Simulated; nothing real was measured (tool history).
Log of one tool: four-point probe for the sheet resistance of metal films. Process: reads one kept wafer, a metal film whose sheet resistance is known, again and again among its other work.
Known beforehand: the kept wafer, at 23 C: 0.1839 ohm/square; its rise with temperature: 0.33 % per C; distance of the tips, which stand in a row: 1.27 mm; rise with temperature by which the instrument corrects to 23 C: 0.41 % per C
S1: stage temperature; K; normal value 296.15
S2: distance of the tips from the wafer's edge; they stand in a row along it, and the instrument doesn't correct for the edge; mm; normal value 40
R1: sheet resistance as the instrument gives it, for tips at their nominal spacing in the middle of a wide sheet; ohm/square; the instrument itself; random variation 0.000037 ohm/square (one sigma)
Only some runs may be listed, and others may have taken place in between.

{"run": 1, "hour": 0.0, "S1": 296.15, "S2": 40, "R1": 0.183571}
{"run": 2, "hour": 15.9, "S1": 296.15, "S2": 9, "R1": 0.185437}
{"run": 3, "hour": 32.3, "S1": 296.15, "S2": 9, "R1": 0.185543}
{"run": 4, "hour": 60.3, "S1": 296.15, "S2": 40, "R1": 0.183588}
{"run": 5, "hour": 86.5, "S1": 296.15, "S2": 40, "R1": 0.183515}
{"run": 6, "hour": 105.0, "S1": 296.15, "S2": 5, "R1": 0.189601}
{"run": 7, "hour": 119.5, "S1": 296.15, "S2": 5, "R1": 0.189653}
{"run": 8, "hour": 145.4, "S1": 296.15, "S2": 66, "R1": 0.183483}
{"run": 9, "hour": 171.2, "S1": 296.15, "S2": 66, "R1": 0.183459}
{"run": 10, "hour": 184.9, "S1": 295.15, "S2": 40, "R1": 0.183774}
{"run": 11, "hour": 213.8, "S1": 302.15, "S2": 40, "R1": 0.182702}
{"run": 12, "hour": 235.7, "S1": 296.15, "S2": 40, "R1": 0.183483}
{"run": 13, "hour": 251.7, "S1": 302.15, "S2": 40, "R1": 0.182772}
{"run": 14, "hour": 274.1, "S1": 302.15, "S2": 40, "R1": 0.182817}
{"run": 15, "hour": 304.6, "S1": 295.15, "S2": 40, "R1": 0.183673}
{"run": 16, "hour": 335.1, "S1": 301.15, "S2": 40, "R1": 0.182794}
{"run": 17, "hour": 355.9, "S1": 301.15, "S2": 40, "R1": 0.182721}
{"run": 18, "hour": 382.1, "S1": 296.15, "S2": 40, "R1": 0.183512}
{"run": 19, "hour": 394.5, "S1": 300.15, "S2": 27, "R1": 0.183094}
{"run": 20, "hour": 421.8, "S1": 291.15, "S2": 9, "R1": 0.186071}
{"run": 21, "hour": 446.6, "S1": 291.15, "S2": 9, "R1": 0.186129}
{"run": 22, "hour": 459.6, "S1": 305.15, "S2": 6, "R1": 0.186405}
{"run": 23, "hour": 483.3, "S1": 300.15, "S2": 9, "R1": 0.184811}
{"run": 24, "hour": 505.1, "S1": 307.15, "S2": 15, "R1": 0.18252}
{"run": 25, "hour": 521.3, "S1": 307.15, "S2": 15, "R1": 0.182599}
{"run": 26, "hour": 537.5, "S1": 307.15, "S2": 15, "R1": 0.182619}
{"run": 27, "hour": 552.0, "S1": 307.15, "S2": 65, "R1": 0.181912}
{"run": 28, "hour": 569.2, "S1": 300.15, "S2": 7, "R1": 0.186035}
{"run": 29, "hour": 595.2, "S1": 302.15, "S2": 49, "R1": 0.182601}
{"run": 30, "hour": 617.9, "S1": 305.15, "S2": 56, "R1": 0.182189}
{"run": 31, "hour": 637.9, "S1": 302.15, "S2": 9, "R1": 0.184518}
{"run": 32, "hour": 653.9, "S1": 302.15, "S2": 9, "R1": 0.184507}
{"run": 33, "hour": 676.0, "S1": 307.15, "S2": 25, "R1": 0.182085}
{"run": 34, "hour": 698.0, "S1": 292.15, "S2": 67, "R1": 0.183943}
{"run": 35, "hour": 719.0, "S1": 293.15, "S2": 3, "R1": 0.199841}

What if the next run were any one of these 3? Each begins from the tool's condition after run 35:
{"run": "A", "hour": 741.9, "S1": 294.15, "S2": 40, "R1": "?"}
{"run": "B", "hour": 741.9, "S1": 292.15, "S2": 3, "R1": "?"}
{"run": "C", "hour": 741.9, "S1": 294.15, "S2": 3, "R1": "?"}

run=A R1=0.183834
run=B R1=0.199971
run=C R1=0.199680
With the hidden condition removed and each run's random variation left untouched, the same runs would have given:
run=A R1=0.184380
run=B R1=0.200561
run=C R1=0.200269

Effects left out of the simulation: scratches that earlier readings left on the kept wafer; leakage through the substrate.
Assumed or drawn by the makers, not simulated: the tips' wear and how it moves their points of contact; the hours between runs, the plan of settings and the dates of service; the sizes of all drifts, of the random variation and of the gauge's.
